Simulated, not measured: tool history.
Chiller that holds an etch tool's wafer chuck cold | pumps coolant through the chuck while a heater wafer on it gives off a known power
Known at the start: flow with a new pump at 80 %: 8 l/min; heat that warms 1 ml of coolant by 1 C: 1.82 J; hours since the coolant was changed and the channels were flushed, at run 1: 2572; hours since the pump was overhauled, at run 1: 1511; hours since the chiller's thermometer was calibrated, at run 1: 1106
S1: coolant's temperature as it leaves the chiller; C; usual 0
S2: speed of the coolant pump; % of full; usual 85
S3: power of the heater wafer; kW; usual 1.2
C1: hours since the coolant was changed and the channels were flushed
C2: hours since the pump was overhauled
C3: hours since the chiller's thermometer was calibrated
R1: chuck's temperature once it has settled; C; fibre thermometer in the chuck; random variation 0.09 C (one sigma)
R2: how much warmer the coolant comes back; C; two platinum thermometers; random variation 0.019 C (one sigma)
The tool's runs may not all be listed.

{"run": 1, "hour": 0.0, "S1": 0, "S2": 85, "S3": 1.2, "C1": 2572, "C2": 1511, "C3": 1106, "R1": 9.66, "R2": 4.67}
{"run": 2, "hour": 48.0, "S1": 0, "S2": 76, "S3": 1.2, "C1": 2620, "C2": 1559, "C3": 1154, "R1": 10.27, "R2": 5.28}
{"run": 3, "hour": 91.3, "S1": 0, "S2": 77, "S3": 1.2, "C1": 2663, "C2": 1602, "C3": 1198, "R1": 10.31, "R2": 5.2}
{"run": 4, "hour": 133.7, "S1": 7, "S2": 85, "S3": 1.2, "C1": 2706, "C2": 1645, "C3": 1240, "R1": 16.68, "R2": 4.7}
{"run": 5, "hour": 181.3, "S1": 7, "S2": 85, "S3": 1.2, "C1": 2753, "C2": 1692, "C3": 1288, "R1": 16.63, "R2": 4.73}
{"hour": 190.1, "done": "coolant pump overhauled"}
{"run": 6, "hour": 224.2, "S1": 0, "S2": 78, "S3": 1.2, "C1": 2791, "C2": 34, "C3": 1325, "R1": 10.2, "R2": 5.17}

The next listed run, before its measurement:
{"run": 7, "hour": 264.3, "S1": 6, "S2": 92, "S3": 1.306, "C1": 2831, "C2": 74, "C3": 1366, "R1": "?", "R2": "?"}

R1: 16.06 C
R2: 4.79 C
Without the tool's hidden state the same run would have given R1 15.28 C, R2 4.67 C.
